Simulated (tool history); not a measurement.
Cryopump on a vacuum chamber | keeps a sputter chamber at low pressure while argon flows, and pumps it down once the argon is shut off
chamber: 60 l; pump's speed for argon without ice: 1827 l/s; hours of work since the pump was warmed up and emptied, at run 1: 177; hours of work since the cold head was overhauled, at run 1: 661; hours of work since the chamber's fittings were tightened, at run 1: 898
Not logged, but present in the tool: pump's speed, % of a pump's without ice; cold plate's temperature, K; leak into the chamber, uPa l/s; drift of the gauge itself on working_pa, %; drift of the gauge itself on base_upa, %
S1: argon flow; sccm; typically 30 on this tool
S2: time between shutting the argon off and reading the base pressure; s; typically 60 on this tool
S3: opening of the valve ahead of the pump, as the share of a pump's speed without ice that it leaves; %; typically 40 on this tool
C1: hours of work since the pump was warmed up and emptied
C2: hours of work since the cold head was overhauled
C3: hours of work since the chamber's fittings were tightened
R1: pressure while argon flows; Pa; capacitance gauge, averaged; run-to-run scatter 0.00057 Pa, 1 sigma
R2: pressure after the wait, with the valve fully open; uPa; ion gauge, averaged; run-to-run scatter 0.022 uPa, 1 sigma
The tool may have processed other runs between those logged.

run 1 hour=0.0 | S1=30 S2=60 S3=40 | C1=177 C2=661 C3=898 | R1=0.0707 R2=0.98
run 2 hour=16.2 | S1=30 S2=60 S3=40 | C1=190 C2=674 C3=911 | R1=0.0720 R2=0.95
run 3 hour=31.0 | S1=30 S2=60 S3=40 | C1=202 C2=686 C3=922 | R1=0.0715 R2=0.98
run 4 hour=45.8 | S1=30 S2=60 S3=40 | C1=213 C2=697 C3=934 | R1=0.0714 R2=1.01
run 5 hour=69.3 | S1=30 S2=60 S3=40 | C1=232 C2=716 C3=953 | R1=0.0717 R2=0.99
run 6 hour=81.5 | S1=30 S2=60 S3=40 | C1=242 C2=726 C3=962 | R1=0.0716 R2=1.01
run 7 hour=106.9 | S1=30 S2=60 S3=40 | C1=262 C2=746 C3=983 | R1=0.0726 R2=1.00
run 8 hour=132.2 | S1=30 S2=60 S3=40 | C1=282 C2=766 C3=1003 | R1=0.0720 R2=1.02
run 9 hour=143.3 | S1=30 S2=60 S3=40 | C1=291 C2=775 C3=1011 | R1=0.0725 R2=1.03
run 10 hour=157.8 | S1=30 S2=60 S3=40 | C1=302 C2=786 C3=1023 | R1=0.0720 R2=1.05
run 11 hour=178.9 | S1=30 S2=60 S3=40 | C1=319 C2=803 C3=1040 | R1=0.0722 R2=1.08
run 12 hour=195.4 | S1=30 S2=60 S3=40 | C1=332 C2=816 C3=1053 | R1=0.0725 R2=1.11
run 13 hour=210.5 | S1=53 S2=60 S3=40 | C1=344 C2=828 C3=1065 | R1=0.1283 R2=1.07
run 14 hour=229.2 | S1=53 S2=60 S3=40 | C1=359 C2=843 C3=1079 | R1=0.1299 R2=1.10
run 15 hour=248.7 | S1=53 S2=60 S3=40 | C1=374 C2=858 C3=1095 | R1=0.1297 R2=1.05
run 16 hour=260.9 | S1=30 S2=60 S3=40 | C1=384 C2=868 C3=1105 | R1=0.0735 R2=1.11
run 17 hour=274.0 | S1=43 S2=77 S3=40 | C1=394 C2=878 C3=1115 | R1=0.1064 R2=1.04
run 18 hour=299.0 | S1=14 S2=65 S3=30 | C1=414 C2=898 C3=1135 | R1=0.0451 R2=1.14
run 19 hour=317.4 | S1=14 S2=24 S3=30 | C1=429 C2=913 C3=1149 | R1=0.0450 R2=1.76
run 20 hour=328.9 | S1=14 S2=24 S3=30 | C1=438 C2=922 C3=1158 | R1=0.0452 R2=1.72
run 21 hour=341.3 | S1=14 S2=24 S3=30 | C1=447 C2=931 C3=1168 | R1=0.0469 R2=1.78
-- hour=350.4 pump warmed up, emptied and cooled again
run 22 hour=365.2 | S1=14 S2=24 S3=30 | C1=12 C2=946 C3=1183 | R1=0.0441 R2=1.64
run 23 hour=381.3 | S1=33 S2=24 S3=50 | C1=24 C2=959 C3=1196 | R1=0.0617 R2=1.66
run 24 hour=395.5 | S1=33 S2=24 S3=50 | C1=36 C2=970 C3=1207 | R1=0.0611 R2=1.65
run 25 hour=416.1 | S1=33 S2=24 S3=27 | C1=52 C2=987 C3=1224 | R1=0.1144 R2=1.66
run 26 hour=427.9 | S1=33 S2=24 S3=27 | C1=61 C2=996 C3=1233 | R1=0.1143 R2=1.71
run 27 hour=438.5 | S1=24 S2=195 S3=27 | C1=70 C2=1004 C3=1241 | R1=0.0840 R2=0.83
run 28 hour=462.2 | S1=24 S2=31 S3=42 | C1=89 C2=1023 C3=1260 | R1=0.0534 R2=1.54
run 29 hour=472.7 | S1=24 S2=72 S3=17 | C1=97 C2=1032 C3=1268 | R1=0.1325 R2=0.98
run 30 hour=495.6 | S1=24 S2=72 S3=17 | C1=115 C2=1050 C3=1287 | R1=0.1319 R2=1.07
run 31 hour=509.9 | S1=24 S2=72 S3=17 | C1=126 C2=1061 C3=1298 | R1=0.1320 R2=1.09
run 32 hour=522.8 | S1=24 S2=72 S3=17 | C1=137 C2=1071 C3=1308 | R1=0.1335 R2=1.10

Hidden state at the last listed run before each entry between runs and at the first one after, where it differs:
Between runs 21 and 22: pump warmed up, emptied and cooled again (hour 350.4)
  pump's speed, % of a pump's without ice: 85.9 -> 99.4; leak into the chamber, uPa l/s: 1207 -> 1218
  the result without the hidden state subtracted from the measured one, R1: +0.0023 -> +0.0002 Pa; R2: +0.63 -> +0.51 uPa

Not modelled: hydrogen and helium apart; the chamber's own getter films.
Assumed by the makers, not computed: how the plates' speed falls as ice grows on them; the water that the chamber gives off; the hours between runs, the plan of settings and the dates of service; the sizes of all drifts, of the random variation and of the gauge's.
